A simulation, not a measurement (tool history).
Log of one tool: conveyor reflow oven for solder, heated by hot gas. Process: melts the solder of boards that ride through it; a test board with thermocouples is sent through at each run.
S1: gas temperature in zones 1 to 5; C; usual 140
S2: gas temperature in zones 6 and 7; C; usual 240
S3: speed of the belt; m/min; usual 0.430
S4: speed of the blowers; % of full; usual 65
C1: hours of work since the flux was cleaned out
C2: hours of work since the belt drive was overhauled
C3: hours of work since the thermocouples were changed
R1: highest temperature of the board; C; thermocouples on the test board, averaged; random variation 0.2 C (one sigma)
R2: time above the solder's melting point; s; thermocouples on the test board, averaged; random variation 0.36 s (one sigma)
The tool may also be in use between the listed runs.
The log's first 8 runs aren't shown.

| run | hour | S1 | S2 | S3 | S4 | C1 | C2 | C3 | R1 | R2 |
|---|---|---|---|---|---|---|---|---|---|---|
| 9 | 64.3 | 140 | 240 | 0.430 | 68 | 129 | 93 | 137 | 223.8 | 91.3 |
| 10 | 75.3 | 151 | 240 | 0.430 | 68 | 134 | 98 | 141 | 226.1 | 99.2 |
| 11 | 83.4 | 151 | 240 | 0.430 | 68 | 137 | 101 | 145 | 226.0 | 99.6 |
| 12 | 89.5 | 140 | 240 | 0.430 | 65 | 140 | 104 | 147 | 223.4 | 90.6 |
| 13 | 94.3 | 140 | 240 | 0.430 | 65 | 142 | 106 | 149 | 223.4 | 90.9 |
| 14 | 103.4 | 140 | 240 | 0.430 | 65 | 146 | 109 | 153 | 222.8 | 90.7 |
| 15 | 110.1 | 140 | 240 | 0.430 | 65 | 149 | 112 | 156 | 223.2 | 90.6 |
| 16 | 119.8 | 140 | 240 | 0.430 | 65 | 153 | 116 | 160 | 222.8 | 90.4 |
| 17 | 125.4 | 133 | 248 | 0.352 | 65 | 155 | 118 | 162 | 235.7 | 120.2 |
| 18 | 132.3 | 140 | 247 | 0.396 | 75 | 158 | 121 | 165 | 234.7 | 109.2 |
| 19 | 137.3 | 143 | 247 | 0.396 | 63 | 160 | 123 | 167 | 232.2 | 108.5 |
| 20 | 142.8 | 138 | 234 | 0.430 | 65 | 162 | 126 | 170 | 217.6 | 84.4 |
| 21 | 153.8 | 138 | 234 | 0.430 | 65 | 167 | 130 | 174 | 217.7 | 83.7 |
| 22 | 159.0 | 138 | 234 | 0.430 | 65 | 169 | 132 | 176 | 217.5 | 83.9 |

Forecast run 23:
| 23 | 167.8 | 143 | 240 | 0.429 | 65 | 173 | 136 | 180 | ? | ? |

{"run 23": {"R1": 223.5, "R2": 92.8}}
Without the tool's hidden state the same run would have given R1 224.0 C, R2 93.4 s.
